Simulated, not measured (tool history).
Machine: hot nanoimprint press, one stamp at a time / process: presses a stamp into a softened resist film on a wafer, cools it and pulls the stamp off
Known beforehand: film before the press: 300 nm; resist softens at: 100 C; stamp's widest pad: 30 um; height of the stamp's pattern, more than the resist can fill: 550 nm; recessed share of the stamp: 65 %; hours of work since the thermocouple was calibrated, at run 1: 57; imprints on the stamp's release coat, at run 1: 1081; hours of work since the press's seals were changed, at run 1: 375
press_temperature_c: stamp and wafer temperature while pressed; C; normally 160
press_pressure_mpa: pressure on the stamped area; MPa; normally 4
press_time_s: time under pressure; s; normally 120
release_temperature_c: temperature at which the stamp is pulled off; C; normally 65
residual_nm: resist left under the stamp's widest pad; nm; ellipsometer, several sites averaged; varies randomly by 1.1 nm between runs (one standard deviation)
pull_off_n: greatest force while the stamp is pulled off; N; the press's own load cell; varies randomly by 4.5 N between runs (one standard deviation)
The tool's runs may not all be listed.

run   hour  press_temperature_c  press_pressure_mpa  press_time_s  release_temperature_c  hours of work since the thermocouple was calibrated  imprints on the stamp's release coat  hours of work since the press's seals were changed  residual_nm  pull_off_n
  1      0                  160                   4           120                     65                                                   57                                  1081                                                 375        178.3         263
  2   22.3                  160                   4           120                     65                                                   69                                  1161                                                 387        178.2         267
  3     37                  160                   4           120                     65                                                   76                                  1214                                                 395        178.6         270
  4     61                  160                   4           120                     65                                                   89                                  1300                                                 407        177.6         279
  5   85.8                  160                   4           120                     65                                                  102                                  1389                                                 420        176.1         278
  6    102                  160                   4           120                     65                                                  110                                  1447                                                 429        176.1         293
  7  117.4                  160                   4           120                     65                                                  118                                  1503                                                 437        177.1         282
  8  138.7                  160                   4           162                     65                                                  130                                  1580                                                 448        160.1         284
  9  156.8                  160                3.55           162                     65                                                  139                                  1645                                                 457        169.3         289
 10  191.2                  160                3.55           162                     65                                                  157                                  1768                                                 475          170         295
 11  222.5                  160                3.55           162                     65                                                  173                                  1881                                                 492        167.6         297
 12  253.2                  160                3.55           162                     65                                                  189                                  1991                                                 508          171         307
 13  277.2                  160                   4           137                     65                                                  202                                  2078                                                 520        169.7         314
 14  291.1                  160                4.08           120                     65                                                  209                                  2128                                                 527        172.3         312
 15  309.9                  160                4.08           120                     65                                                  219                                  2195                                                 537        174.4         310
     329.7  -- stamp cleaned and given a new release coat
 16  335.3                  160                   3            63                     65                                                  229                                    20                                                 547        228.3         215
 17    355                  160                   3            63                     65                                                  239                                    91                                                 558        225.5         221
 18  383.1                  160                2.77           120                     66                                                  254                                   192                                                 572        200.7         219
 19    402                  160                2.77           120                     66                                                  264                                   260                                                 582        201.1         229
 20  416.2                  155                5.92           225                     60                                                  271                                   311                                                 590          156         236
 21  446.3                  160                3.92           174                     65                                                  287                                   419                                                 605        156.6         235
 22  460.3                  160                   4           107                     65                                                  294                                   469                                                 613        179.1         239
 23  490.2                  160                   4           107                     65                                                  310                                   577                                                 628          180         244
 24  508.3                  166                2.71           160                     53                                                  319                                   642                                                 638        142.5         283
 25  533.4                  166                2.71           160                     53                                                  332                                   733                                                 651        142.2         291
 26    549                  166                2.71           160                     53                                                  340                                   788                                                 659        143.9         281
       577  -- plate thermocouple calibrated
 27  583.3                  160                   4           120                     71                                                    3                                   901                                                 675        183.3         237
 28  599.2                  161                   4            92                     71                                                   12                                   958                                                 684        188.5         237
 29  614.1                  165                   4           107                     71                                                   19                                  1012                                                 691        149.7         238

Predict each of these 5 candidate next runs independently; none follows another, all start after run 29:
  A  644.5                  162                2.74           120                     65                                                   35                                  1121                                                 707            ?           ?
  B  644.5                  160                2.54           118                     64                                                   35                                  1121                                                 707            ?           ?
  C  644.5                  153                   4           170                     65                                                   35                                  1121                                                 707            ?           ?
  D  644.5                  162                5.86           107                     50                                                   35                                  1121                                                 707            ?           ?
  E  644.5                  160                5.65           120                     65                                                   35                                  1121                                                 707            ?           ?

run  residual_nm  pull_off_n
  A        194.7         262
  B        216.3         276
  C        219.5         258
  D        145.6         319
  E        158.3         266
Without the tool's hidden state the same runs would have given:
run  residual_nm  pull_off_n
  A        191.7         214
  B        213.8         226
  C        215.5         211
  D        139.1         260
  E        151.8         217
